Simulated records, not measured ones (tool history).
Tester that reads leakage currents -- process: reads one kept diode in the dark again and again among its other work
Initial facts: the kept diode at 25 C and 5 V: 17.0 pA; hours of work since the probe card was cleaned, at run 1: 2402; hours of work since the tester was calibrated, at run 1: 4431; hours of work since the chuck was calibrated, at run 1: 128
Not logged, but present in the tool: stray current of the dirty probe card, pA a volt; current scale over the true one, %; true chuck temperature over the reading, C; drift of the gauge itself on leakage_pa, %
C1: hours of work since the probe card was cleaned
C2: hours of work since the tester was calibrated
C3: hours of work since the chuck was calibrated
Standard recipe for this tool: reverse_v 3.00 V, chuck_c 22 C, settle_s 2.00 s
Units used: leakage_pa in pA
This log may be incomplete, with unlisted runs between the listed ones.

{"run": 1, "hour": 0.0, "reverse_v": 3.0, "chuck_c": 22, "settle_s": 2.0, "C1": 2402, "C2": 4431, "C3": 128, "leakage_pa": 16.01}
{"run": 2, "hour": 136.0, "reverse_v": 3.0, "chuck_c": 22, "settle_s": 2.0, "C1": 2487, "C2": 4516, "C3": 213, "leakage_pa": 16.07}
{"run": 3, "hour": 303.0, "reverse_v": 3.0, "chuck_c": 22, "settle_s": 2.0, "C1": 2592, "C2": 4621, "C3": 318, "leakage_pa": 16.2}
{"run": 4, "hour": 482.9, "reverse_v": 3.0, "chuck_c": 22, "settle_s": 2.0, "C1": 2705, "C2": 4734, "C3": 431, "leakage_pa": 16.35}
{"run": 5, "hour": 680.0, "reverse_v": 3.0, "chuck_c": 33, "settle_s": 2.0, "C1": 2828, "C2": 4857, "C3": 554, "leakage_pa": 30.19}
{"hour": 701.5, "done": "tester calibrated"}
{"run": 6, "hour": 819.7, "reverse_v": 3.0, "chuck_c": 38, "settle_s": 2.0, "C1": 2914, "C2": 74, "C3": 641, "leakage_pa": 41.37}
{"run": 7, "hour": 953.3, "reverse_v": 3.0, "chuck_c": 38, "settle_s": 2.0, "C1": 2998, "C2": 158, "C3": 724, "leakage_pa": 41.28}
{"run": 8, "hour": 1104.7, "reverse_v": 3.0, "chuck_c": 22, "settle_s": 2.0, "C1": 3093, "C2": 253, "C3": 819, "leakage_pa": 17.28}
{"run": 9, "hour": 1264.3, "reverse_v": 3.0, "chuck_c": 22, "settle_s": 2.41, "C1": 3193, "C2": 353, "C3": 920, "leakage_pa": 17.33}
{"run": 10, "hour": 1438.9, "reverse_v": 3.0, "chuck_c": 22, "settle_s": 2.41, "C1": 3303, "C2": 463, "C3": 1029, "leakage_pa": 17.64}
{"hour": 1550.6, "done": "probe card cleaned and baked"}
{"run": 11, "hour": 1639.3, "reverse_v": 3.0, "chuck_c": 22, "settle_s": 2.41, "C1": 56, "C2": 586, "C3": 1153, "leakage_pa": 10.3}
{"run": 12, "hour": 1798.2, "reverse_v": 3.0, "chuck_c": 22, "settle_s": 2.41, "C1": 155, "C2": 686, "C3": 1253, "leakage_pa": 10.37}
{"run": 13, "hour": 1995.6, "reverse_v": 3.0, "chuck_c": 22, "settle_s": 2.41, "C1": 279, "C2": 810, "C3": 1376, "leakage_pa": 10.7}
{"run": 14, "hour": 2136.9, "reverse_v": 3.0, "chuck_c": 22, "settle_s": 2.41, "C1": 368, "C2": 898, "C3": 1465, "leakage_pa": 10.75}
{"run": 15, "hour": 2322.1, "reverse_v": 3.0, "chuck_c": 22, "settle_s": 2.0, "C1": 484, "C2": 1015, "C3": 1581, "leakage_pa": 11.12}
{"run": 16, "hour": 2519.9, "reverse_v": 3.0, "chuck_c": 22, "settle_s": 2.0, "C1": 608, "C2": 1139, "C3": 1705, "leakage_pa": 11.28}
{"run": 17, "hour": 2634.2, "reverse_v": 3.0, "chuck_c": 22, "settle_s": 2.0, "C1": 680, "C2": 1210, "C3": 1777, "leakage_pa": 11.5}
{"run": 18, "hour": 2745.3, "reverse_v": 3.0, "chuck_c": 22, "settle_s": 2.0, "C1": 749, "C2": 1280, "C3": 1847, "leakage_pa": 11.57}
{"run": 19, "hour": 2858.7, "reverse_v": 3.0, "chuck_c": 45, "settle_s": 2.0, "C1": 821, "C2": 1351, "C3": 1918, "leakage_pa": 56.56}
{"run": 20, "hour": 3003.9, "reverse_v": 3.0, "chuck_c": 45, "settle_s": 2.0, "C1": 912, "C2": 1442, "C3": 2009, "leakage_pa": 57.18}
{"run": 21, "hour": 3171.0, "reverse_v": 3.0, "chuck_c": 45, "settle_s": 2.0, "C1": 1016, "C2": 1547, "C3": 2114, "leakage_pa": 57.0}
{"hour": 3353.6, "done": "chuck's temperature calibrated"}
{"run": 22, "hour": 3370.8, "reverse_v": 17.04, "chuck_c": 43, "settle_s": 0.34, "C1": 1141, "C2": 1671, "C3": 11, "leakage_pa": 160.3}
{"run": 23, "hour": 3490.7, "reverse_v": 17.04, "chuck_c": 43, "settle_s": 0.34, "C1": 1216, "C2": 1746, "C3": 86, "leakage_pa": 161.88}
{"run": 24, "hour": 3622.0, "reverse_v": 2.33, "chuck_c": 24, "settle_s": 4.57, "C1": 1298, "C2": 1829, "C3": 168, "leakage_pa": 12.89}
{"run": 25, "hour": 3726.3, "reverse_v": 2.33, "chuck_c": 24, "settle_s": 3.51, "C1": 1363, "C2": 1894, "C3": 234, "leakage_pa": 12.95}
{"run": 26, "hour": 3846.8, "reverse_v": 6.73, "chuck_c": 24, "settle_s": 3.51, "C1": 1439, "C2": 1970, "C3": 309, "leakage_pa": 26.13}
{"run": 27, "hour": 4002.3, "reverse_v": 3.0, "chuck_c": 57, "settle_s": 4.34, "C1": 1537, "C2": 2067, "C3": 407, "leakage_pa": 133.38}
{"run": 28, "hour": 4217.7, "reverse_v": 1.76, "chuck_c": 29, "settle_s": 1.3, "C1": 1672, "C2": 2202, "C3": 542, "leakage_pa": 15.75}
{"run": 29, "hour": 4338.3, "reverse_v": 2.64, "chuck_c": 22, "settle_s": 2.0, "C1": 1747, "C2": 2278, "C3": 618, "leakage_pa": 13.01}
{"run": 30, "hour": 4524.5, "reverse_v": 6.5, "chuck_c": 58, "settle_s": 2.0, "C1": 1864, "C2": 2395, "C3": 734, "leakage_pa": 217.83}
{"run": 31, "hour": 4733.7, "reverse_v": 2.15, "chuck_c": 58, "settle_s": 5.65, "C1": 1995, "C2": 2526, "C3": 866, "leakage_pa": 117.77}
{"run": 32, "hour": 4839.8, "reverse_v": 2.15, "chuck_c": 58, "settle_s": 5.65, "C1": 2062, "C2": 2593, "C3": 932, "leakage_pa": 117.45}
{"run": 33, "hour": 5048.3, "reverse_v": 2.29, "chuck_c": 36, "settle_s": 2.0, "C1": 2193, "C2": 2723, "C3": 1063, "leakage_pa": 29.12}
{"run": 34, "hour": 5261.3, "reverse_v": 19.09, "chuck_c": 29, "settle_s": 0.6, "C1": 2326, "C2": 2857, "C3": 1197, "leakage_pa": 89.44}
{"run": 35, "hour": 5364.5, "reverse_v": 1.81, "chuck_c": 22, "settle_s": 1.33, "C1": 2391, "C2": 2922, "C3": 1261, "leakage_pa": 11.04}
{"run": 36, "hour": 5481.3, "reverse_v": 10.67, "chuck_c": 22, "settle_s": 0.54, "C1": 2464, "C2": 2995, "C3": 1335, "leakage_pa": 44.95}
{"run": 37, "hour": 5684.6, "reverse_v": 3.87, "chuck_c": 22, "settle_s": 8.1, "C1": 2592, "C2": 3123, "C3": 1462, "leakage_pa": 18.57}
{"run": 38, "hour": 5775.9, "reverse_v": 13.35, "chuck_c": 22, "settle_s": 0.35, "C1": 2649, "C2": 3180, "C3": 1519, "leakage_pa": 59.89}

4 ways to go on from here, each from the tool as it stands after run 38. What would each give?
{"run": "A", "hour": 5992.7, "reverse_v": 13.35, "chuck_c": 55, "settle_s": 0.35, "C1": 2785, "C2": 3316, "C3": 1655, "leakage_pa": "?"}
{"run": "B", "hour": 5992.7, "reverse_v": 5.55, "chuck_c": 60, "settle_s": 1.7, "C1": 2785, "C2": 3316, "C3": 1655, "leakage_pa": "?"}
{"run": "C", "hour": 5992.7, "reverse_v": 2.79, "chuck_c": 30, "settle_s": 0.35, "C1": 2785, "C2": 3316, "C3": 1655, "leakage_pa": "?"}
{"run": "D", "hour": 5992.7, "reverse_v": 6.82, "chuck_c": 22, "settle_s": 2.0, "C1": 2785, "C2": 3316, "C3": 1655, "leakage_pa": "?"}

run=A leakage_pa=286.58
run=B leakage_pa=224.29
run=C leakage_pa=25.45
run=D leakage_pa=29.62
Take away the tool's hidden state, keep each run's random variation, and the runs would have read:
run=A leakage_pa=272.86
run=B leakage_pa=224.23
run=C leakage_pa=20.93
run=D leakage_pa=16.86
